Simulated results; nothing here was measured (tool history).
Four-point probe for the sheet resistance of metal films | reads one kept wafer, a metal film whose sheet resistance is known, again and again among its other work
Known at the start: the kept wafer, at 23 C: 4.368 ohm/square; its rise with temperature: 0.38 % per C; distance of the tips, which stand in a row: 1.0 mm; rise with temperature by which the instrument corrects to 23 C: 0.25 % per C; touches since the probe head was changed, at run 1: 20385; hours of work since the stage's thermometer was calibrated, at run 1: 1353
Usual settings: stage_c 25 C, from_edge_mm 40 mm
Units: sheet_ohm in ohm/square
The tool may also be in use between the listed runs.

run	day	stage_c	from_edge_mm	touches since the probe head was changed	hours of work since the stage's thermometer was calibrated	sheet_ohm
1	0	25	40	20385	1353	4.392486
2	0.346	25	40	20682	1359	4.391985
3	1.025	25	40	21262	1371	4.391203
4	1.438	25	40	21618	1378	4.393612
5	1.812	25	41	21939	1384	4.393238
6	2.167	25	41	22243	1391	4.394829
7	2.758	25	41	22749	1401	4.393048
8	3.117	25	41	23057	1407	4.390976
9	3.538	30	40	23417	1414	4.421245
10	3.971	30	40	23790	1422	4.420455
11	4.592	30	40	24322	1433	4.421868
12	5.229	30	40	24869	1444	4.421259
13	5.992	30	40	25520	1457	4.421546
14	6.575	30	40	26021	1468	4.420648
15	7.283	30	40	26630	1480	4.422602
16	8.008	25	40	27252	1493	4.394548
17	8.583	25	40	27742	1503	4.395355
18	9.071	23	40	28163	1511	4.386734
19	9.529	29	35	28554	1519	4.418337
20	10.217	29	35	29143	1531	4.417885
21	10.862	19	35	29699	1543	4.362836
22	11.333	31	5	30103	1551	4.521813
23	11.912	31	5	30597	1561	4.522642
24	12.671	30	9	31248	1574	4.450903
25	13.079	18	4	31600	1581	4.497241
26	13.721	25	54	32150	1592	4.396866
27	14.138	28	5	32507	1600	4.504431
28	14.692	25	10	32982	1609	4.419479
29	15.158	29	57	33382	1618	4.419767
30	15.65	29	42	33804	1626	4.420326
31	16.158	29	42	34238	1635	4.418891
32	16.592	34	4	34610	1643	4.590471
33	17.233	25	18	35162	1654	4.402981
34	17.812	25	30	35656	1664	4.400928
35	18.271	25	4	36050	1672	4.539223

5 ways to go on from here, each from the tool as it stands after run 35. What would each give?
A	18.867	26	11	36559	1682	?
B	18.867	22	31	36559	1682	?
C	18.867	30	24	36559	1682	?
D	18.867	29	11	36559	1682	?
E	18.867	34	40	36559	1682	?

run	sheet_ohm
A	4.421773
B	4.382508
C	4.429915
D	4.439546
E	4.447951
Without the tool's hidden state the same runs would have given:
run	sheet_ohm
A	4.403512
B	4.364306
C	4.411716
D	4.421286
E	4.429772

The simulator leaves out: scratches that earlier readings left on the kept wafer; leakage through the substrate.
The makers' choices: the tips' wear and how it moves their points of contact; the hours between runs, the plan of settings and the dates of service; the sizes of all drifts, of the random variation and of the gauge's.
